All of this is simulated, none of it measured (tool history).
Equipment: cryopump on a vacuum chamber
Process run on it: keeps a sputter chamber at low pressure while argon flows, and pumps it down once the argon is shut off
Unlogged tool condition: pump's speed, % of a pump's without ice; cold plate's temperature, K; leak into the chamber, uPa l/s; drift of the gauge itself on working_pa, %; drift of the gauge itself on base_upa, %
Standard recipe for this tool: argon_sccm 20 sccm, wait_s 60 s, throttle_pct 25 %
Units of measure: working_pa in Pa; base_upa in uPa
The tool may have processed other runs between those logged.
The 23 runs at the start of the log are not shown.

run,hour,argon_sccm,wait_s,throttle_pct,hours of work since the pump was warmed up and emptied,hours of work since the cold head was overhauled,hours of work since the chamber's fittings were tightened,working_pa,base_upa
24,518.4,18,60,25,701,701,1075,0.0624,0.71
25,545.7,18,60,25,725,725,1099,0.0623,0.73
26,561.8,18,44,51,740,740,1114,0.0326,0.88
27,585.3,14,21,46,761,761,1134,0.0279,1.26
28,607.7,9,257,32,780,780,1154,0.0245,0.52
29,629.5,9,257,32,800,800,1174,0.0248,0.5
30,644.3,11,60,44,813,813,1187,0.023,0.75
31,672,20,20,18,838,838,1211,0.0953,1.32
32,701.9,20,20,18,864,864,1238,0.0939,1.43
33,722.2,20,20,18,882,882,1256,0.0963,1.32
34,747,20,20,18,904,904,1278,0.0956,1.37

Below are 3 alternative next runs, each starting from the tool's condition after run 34. Predict each:
A,769.8,20,125,58,924,924,1298,?,?
B,769.8,25,60,34,924,924,1298,?,?
C,769.8,39,20,39,924,924,1298,?,?

run,working_pa,base_upa
A,0.031,0.62
B,0.0655,0.75
C,0.0895,1.32
Stripped of hidden state, with their random variation kept, the same runs would have yielded:
run,working_pa,base_upa
A,0.0273,0.29
B,0.0608,0.42
C,0.0822,1

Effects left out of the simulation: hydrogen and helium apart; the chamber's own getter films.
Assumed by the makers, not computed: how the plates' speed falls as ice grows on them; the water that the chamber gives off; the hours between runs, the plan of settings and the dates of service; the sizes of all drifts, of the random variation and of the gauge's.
